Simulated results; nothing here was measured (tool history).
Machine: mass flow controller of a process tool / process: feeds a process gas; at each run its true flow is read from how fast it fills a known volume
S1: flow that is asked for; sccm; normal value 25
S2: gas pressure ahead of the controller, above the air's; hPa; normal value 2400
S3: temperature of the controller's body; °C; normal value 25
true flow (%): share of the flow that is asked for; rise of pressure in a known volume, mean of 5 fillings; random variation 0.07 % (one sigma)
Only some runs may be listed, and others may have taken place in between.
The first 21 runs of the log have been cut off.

{"run": 22, "hour": 1200.3, "S1": 6, "S2": 2420, "S3": 27, "true flow (%)": 97.51}
{"run": 23, "hour": 1236.5, "S1": 6, "S2": 2420, "S3": 27, "true flow (%)": 97.19}
{"run": 24, "hour": 1294.0, "S1": 25, "S2": 2770, "S3": 25, "true flow (%)": 97.7}
{"run": 25, "hour": 1352.8, "S1": 23, "S2": 2070, "S3": 21, "true flow (%)": 98.17}
{"run": 26, "hour": 1396.4, "S1": 23, "S2": 1700, "S3": 23, "true flow (%)": 98.17}
{"run": 27, "hour": 1440.8, "S1": 23, "S2": 1700, "S3": 23, "true flow (%)": 98.12}
{"hour": 1468.7, "done": "gauge calibrated"}
{"run": 28, "hour": 1506.7, "S1": 7, "S2": 2400, "S3": 37, "true flow (%)": 97.72}
{"run": 29, "hour": 1548.4, "S1": 7, "S2": 2400, "S3": 37, "true flow (%)": 97.79}
{"run": 30, "hour": 1620.3, "S1": 25, "S2": 2010, "S3": 25, "true flow (%)": 99.2}
{"run": 31, "hour": 1663.8, "S1": 25, "S2": 2010, "S3": 25, "true flow (%)": 99.31}
{"run": 32, "hour": 1704.0, "S1": 46, "S2": 2010, "S3": 25, "true flow (%)": 99.67}
{"run": 33, "hour": 1750.9, "S1": 46, "S2": 1590, "S3": 27, "true flow (%)": 99.56}
{"run": 34, "hour": 1808.0, "S1": 14, "S2": 1660, "S3": 25, "true flow (%)": 98.86}
{"run": 35, "hour": 1853.6, "S1": 13, "S2": 2710, "S3": 33, "true flow (%)": 97.92}
{"run": 36, "hour": 1908.3, "S1": 19, "S2": 1680, "S3": 28, "true flow (%)": 98.66}
{"run": 37, "hour": 1961.2, "S1": 16, "S2": 1840, "S3": 24, "true flow (%)": 98.89}
{"run": 38, "hour": 2037.4, "S1": 26, "S2": 1820, "S3": 33, "true flow (%)": 98.23}

3 ways to go on from here, each from the tool as it stands after run 38. What would each give?
{"run": "A", "hour": 2088.8, "S1": 32, "S2": 1570, "S3": 21, "true flow (%)": "?"}
{"run": "B", "hour": 2088.8, "S1": 33, "S2": 1820, "S3": 33, "true flow (%)": "?"}
{"run": "C", "hour": 2088.8, "S1": 26, "S2": 1820, "S3": 23, "true flow (%)": "?"}

run=A true_flow_(%)=99.41
run=B true_flow_(%)=98.49
run=C true_flow_(%)=98.96
Stripped of hidden state, with their random variation kept, the same runs would have yielded:
run=A true_flow_(%)=100.06
run=B true_flow_(%)=99.14
run=C true_flow_(%)=99.61

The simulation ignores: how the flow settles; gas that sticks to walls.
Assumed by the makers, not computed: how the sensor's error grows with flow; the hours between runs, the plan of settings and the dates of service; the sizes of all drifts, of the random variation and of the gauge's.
